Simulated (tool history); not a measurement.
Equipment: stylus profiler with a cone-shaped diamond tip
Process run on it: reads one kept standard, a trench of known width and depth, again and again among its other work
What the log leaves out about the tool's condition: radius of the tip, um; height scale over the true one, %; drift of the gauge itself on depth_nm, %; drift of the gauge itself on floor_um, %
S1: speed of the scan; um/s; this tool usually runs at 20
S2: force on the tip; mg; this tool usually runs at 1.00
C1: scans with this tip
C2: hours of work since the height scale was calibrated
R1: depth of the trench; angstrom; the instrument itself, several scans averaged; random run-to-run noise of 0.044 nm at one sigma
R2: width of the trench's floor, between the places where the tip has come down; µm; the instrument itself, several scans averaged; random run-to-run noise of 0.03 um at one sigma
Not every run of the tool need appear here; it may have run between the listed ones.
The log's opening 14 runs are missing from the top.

{"run": 15, "hour": 849.0, "S1": 20, "S2": 1.0, "C1": 31641, "C2": 583, "R1": 1002.4, "R2": 27.29}
{"run": 16, "hour": 897.8, "S1": 20, "S2": 1.0, "C1": 31977, "C2": 612, "R1": 1001.8, "R2": 27.24}
{"hour": 934.7, "done": "new tip fitted, height scale calibrated"}
{"run": 17, "hour": 952.8, "S1": 20, "S2": 1.0, "C1": 125, "C2": 11, "R1": 1004.6, "R2": 28.47}
{"run": 18, "hour": 1000.8, "S1": 20, "S2": 1.0, "C1": 456, "C2": 40, "R1": 1004.2, "R2": 28.41}
{"run": 19, "hour": 1081.3, "S1": 20, "S2": 1.0, "C1": 1010, "C2": 88, "R1": 1004.3, "R2": 28.35}
{"run": 20, "hour": 1139.7, "S1": 20, "S2": 1.0, "C1": 1412, "C2": 123, "R1": 1003.7, "R2": 28.35}
{"hour": 1146.9, "done": "height scale calibrated on a step standard"}
{"run": 21, "hour": 1199.8, "S1": 20, "S2": 2.81, "C1": 1823, "C2": 32, "R1": 1007.6, "R2": 28.43}
{"run": 22, "hour": 1295.1, "S1": 20, "S2": 1.0, "C1": 2479, "C2": 89, "R1": 1002.9, "R2": 28.3}
{"hour": 1308.1, "done": "height scale calibrated on a step standard, once more"}
{"run": 23, "hour": 1357.6, "S1": 20, "S2": 1.0, "C1": 2906, "C2": 30, "R1": 1004.5, "R2": 28.31}
{"run": 24, "hour": 1448.8, "S1": 7, "S2": 0.51, "C1": 3534, "C2": 84, "R1": 1002.0, "R2": 28.32}
{"run": 25, "hour": 1526.8, "S1": 7, "S2": 0.51, "C1": 4071, "C2": 131, "R1": 1002.2, "R2": 28.32}
{"run": 26, "hour": 1576.7, "S1": 7, "S2": 0.51, "C1": 4415, "C2": 161, "R1": 1000.9, "R2": 28.31}
{"run": 27, "hour": 1659.0, "S1": 16, "S2": 2.3, "C1": 4982, "C2": 210, "R1": 1006.9, "R2": 28.23}
{"run": 28, "hour": 1751.0, "S1": 31, "S2": 1.37, "C1": 5615, "C2": 266, "R1": 1004.5, "R2": 28.12}
{"run": 29, "hour": 1792.1, "S1": 31, "S2": 1.37, "C1": 5898, "C2": 290, "R1": 1004.2, "R2": 28.09}
{"run": 30, "hour": 1839.0, "S1": 31, "S2": 1.37, "C1": 6221, "C2": 318, "R1": 1004.6, "R2": 28.09}
{"run": 31, "hour": 1936.5, "S1": 31, "S2": 1.37, "C1": 6893, "C2": 377, "R1": 1004.4, "R2": 28.08}
{"run": 32, "hour": 2008.0, "S1": 36, "S2": 0.63, "C1": 7385, "C2": 420, "R1": 1001.7, "R2": 27.94}
{"run": 33, "hour": 2056.2, "S1": 36, "S2": 0.63, "C1": 7717, "C2": 449, "R1": 1001.9, "R2": 27.92}

Expected results for the next run?
{"run": 34, "hour": 2122.1, "S1": 36, "S2": 0.37, "C1": 8171, "C2": 488, "R1": "?", "R2": "?"}

{"run 34": {"R1": 999.5, "R2": 27.73}}
Minus the tool's unlogged condition, the same run would have read R1 1002.1 angstrom, R2 28.13 µm.
